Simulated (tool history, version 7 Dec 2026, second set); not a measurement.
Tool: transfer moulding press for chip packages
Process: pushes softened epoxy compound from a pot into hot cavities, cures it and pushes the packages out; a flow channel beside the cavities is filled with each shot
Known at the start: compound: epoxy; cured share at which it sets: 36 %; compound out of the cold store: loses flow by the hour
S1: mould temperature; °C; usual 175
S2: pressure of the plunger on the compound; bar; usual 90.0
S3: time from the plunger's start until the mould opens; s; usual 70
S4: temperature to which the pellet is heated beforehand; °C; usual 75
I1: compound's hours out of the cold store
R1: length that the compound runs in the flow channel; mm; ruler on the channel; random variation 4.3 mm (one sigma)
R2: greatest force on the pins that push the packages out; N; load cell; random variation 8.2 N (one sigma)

Run 1, hour 0.0: usual settings; I1 38.9. Result: R1 800 mm, R2 520 N.
Run 2, hour 34.5: usual settings; I1 13.5. Result: R1 861 mm, R2 646 N.
Run 3, hour 63.9: usual settings; I1 22.5. Result: R1 828 mm, R2 425 N.
Run 4, hour 100.9: usual settings; I1 11.3. Result: R1 851 mm, R2 564 N.
Run 5, hour 129.6: usual settings; I1 34.8. Result: R1 789 mm, R2 569 N.
Run 6, hour 153.4: usual settings but S4 81 °C; I1 14.3. Result: R1 832 mm, R2 406 N.
Run 7, hour 182.0: usual settings; I1 19.6. Result: R1 820 mm, R2 522 N.
Run 8, hour 216.4: usual settings but S2 68.8 bar; I1 46.4. Result: R1 661 mm, R2 571 N.
Run 9, hour 262.2: usual settings but S3 86 s; I1 29.0. Result: R1 784 mm, R2 378 N.
Run 10, hour 299.0: usual settings but S1 177 °C; I1 23.9. Result: R1 789 mm, R2 536 N.
Run 11, hour 329.6: usual settings but S1 179 °C; I1 41.8. Result: R1 741 mm, R2 326 N.
Run 12, hour 355.1: usual settings but S1 179 °C; I1 27.2. Result: R1 770 mm, R2 390 N.
Run 13, hour 398.9: usual settings; I1 28.8. Result: R1 762 mm, R2 593 N.
Run 14, hour 439.3: usual settings; I1 37.2. Result: R1 739 mm, R2 466 N.
Run 15, hour 479.8: usual settings but S1 167 °C, S2 91.6 bar, S3 58 s; I1 47.3. Result: R1 745 mm, R2 1470 N.
Run 16, hour 519.8: usual settings but S1 167 °C, S2 71.4 bar, S3 64 s, S4 80 °C; I1 26.9. Result: R1 758 mm, R2 989 N.
Run 17, hour 556.8: usual settings but S3 61 s, S4 67 °C; I1 9.7. Result: R1 858 mm, R2 847 N.
Run 18, hour 592.3: usual settings but S3 61 s, S4 67 °C; I1 35.9. Result: R1 787 mm, R2 525 N.
Run 19, hour 638.5: usual settings but S1 173 °C, S2 89.8 bar; I1 29.0. Result: R1 806 mm, R2 636 N.
Run 20, hour 677.8: usual settings but S1 172 °C, S3 60 s, S4 72 °C; I1 32.6. Result: R1 797 mm, R2 651 N.
Run 21, hour 701.5: usual settings but S1 172 °C, S2 98.9 bar, S3 60 s, S4 72 °C; I1 45.1. Result: R1 809 mm, R2 787 N.
Run 22, hour 732.2: usual settings but S1 172 °C, S2 98.9 bar, S3 60 s, S4 72 °C; I1 9.0. Result: R1 890 mm, R2 1086 N.
Run 23, hour 751.2: usual settings but S1 172 °C, S2 98.9 bar, S3 60 s, S4 72 °C; I1 29.9. Result: R1 832 mm, R2 1104 N.
Run 24, hour 784.5: usual settings but S1 178 °C, S2 91.3 bar, S3 94 s, S4 73 °C; I1 47.0. Result: R1 738 mm, R2 316 N.
Run 25, hour 809.4: usual settings but S1 167 °C, S2 69.7 bar, S3 95 s, S4 77 °C; I1 23.0. Result: R1 717 mm, R2 537 N.
Run 26, hour 843.1: usual settings but S2 99.4 bar, S3 101 s; I1 41.4. Result: R1 784 mm, R2 432 N.
Run 27, hour 872.9: usual settings but S2 99.4 bar, S3 101 s; I1 47.5. Result: R1 768 mm, R2 313 N.
Run 28, hour 918.8: usual settings but S1 179 °C, S2 99.4 bar, S3 71 s; I1 10.3. Result: R1 828 mm, R2 506 N.

Not shown: 12 entries that the log had between the listed runs. Between which runs, and how does the tool's hidden state differ before and after?
Between runs 2 and 3: cavities cleaned with cleaning compound and waxed (hour 55.6)
  true mould temperature over the reading, C: -1.23 -> -1.26; pressure that reaches the compound, % of what is set: 98.46 -> 97.48; grip of the stained cavities, % over clean ones': 63.6 -> 12.4
  measured less the result without the state, R1: -3 -> -7 mm; R2: +283 -> +76 N
Between runs 3 and 4: mould's thermocouples calibrated (hour 83.1)
  true mould temperature over the reading, C: -1.26 -> -0.18; pressure that reaches the compound, % of what is set: 97.48 -> 96.31; grip of the stained cavities, % over clean ones': 12.4 -> 47.6
  measured less the result without the state, R1: -7 -> -16 mm; R2: +76 -> +189 N
Between runs 5 and 6: cavities cleaned with cleaning compound and waxed (hour 146.3)
  true mould temperature over the reading, C: -0.22 -> -0.24; pressure that reaches the compound, % of what is set: 95.34 -> 94.58; grip of the stained cavities, % over clean ones': 66.2 -> 14.4
  measured less the result without the state, R1: -18 -> -23 mm; R2: +229 -> +57 N
Between runs 8 and 9: cavities cleaned with cleaning compound and waxed (hour 233.7)
  true mould temperature over the reading, C: -0.3 -> -0.35; pressure that reaches the compound, % of what is set: 92.42 -> 90.87; grip of the stained cavities, % over clean ones': 67 -> 36.6
  measured less the result without the state, R1: -25 -> -37 mm; R2: +234 -> +103 N
Between runs 10 and 11: cavities cleaned with cleaning compound and waxed (hour 322.5)
  true mould temperature over the reading, C: -0.4 -> -0.43; pressure that reaches the compound, % of what is set: 89.69 -> 88.75; grip of the stained cavities, % over clean ones': 62.5 -> 12.6
  measured less the result without the state, R1: -43 -> -44 mm; R2: +211 -> +40 N
Between runs 13 and 14: cavities cleaned with cleaning compound and waxed (hour 409.4)
  true mould temperature over the reading, C: -0.5 -> -0.54; pressure that reaches the compound, % of what is set: 86.38 -> 84.98; grip of the stained cavities, % over clean ones': 69.5 -> 36.3
  measured less the result without the state, R1: -56 -> -61 mm; R2: +254 -> +135 N
Between runs 15 and 16: plunger's sealing rings changed (hour 486.4); cavities cleaned with cleaning compound and waxed (hour 499.4)
  true mould temperature over the reading, C: -0.59 -> -0.63; pressure that reaches the compound, % of what is set: 83.57 -> 98.59; grip of the stained cavities, % over clean ones': 65.1 -> 28.6
  measured less the result without the state, R1: -67 -> -4 mm; R2: +611 -> +253 N
Between runs 17 and 18: cavities cleaned with cleaning compound and waxed (hour 588.6)
  true mould temperature over the reading, C: -0.67 -> -0.71; pressure that reaches the compound, % of what is set: 97.38 -> 96.25; grip of the stained cavities, % over clean ones': 59.2 -> 6.2
  measured less the result without the state, R1: -9 -> -13 mm; R2: +342 -> +56 N
Between runs 19 and 20: cavities cleaned with cleaning compound and waxed (hour 677.8)
  true mould temperature over the reading, C: -0.77 -> -0.81; pressure that reaches the compound, % of what is set: 94.81 -> 93.47; grip of the stained cavities, % over clean ones': 52.1 -> 0.7
  measured less the result without the state, R1: -19 -> -25 mm; R2: +238 -> +42 N
Between runs 23 and 24: cavities cleaned with cleaning compound and waxed (hour 766.7)
  true mould temperature over the reading, C: -0.89 -> -0.93; pressure that reaches the compound, % of what is set: 91.03 -> 90.06; grip of the stained cavities, % over clean ones': 67.4 -> 24
  measured less the result without the state, R1: -37 -> -38 mm; R2: +485 -> +62 N
Between runs 26 and 27: cavities cleaned with cleaning compound and waxed (hour 853.9)
  true mould temperature over the reading, C: -1 -> -1.03; pressure that reaches the compound, % of what is set: 88.02 -> 87.09; grip of the stained cavities, % over clean ones': 68.8 -> 27.8
  measured less the result without the state, R1: -49 -> -52 mm; R2: +179 -> +73 N
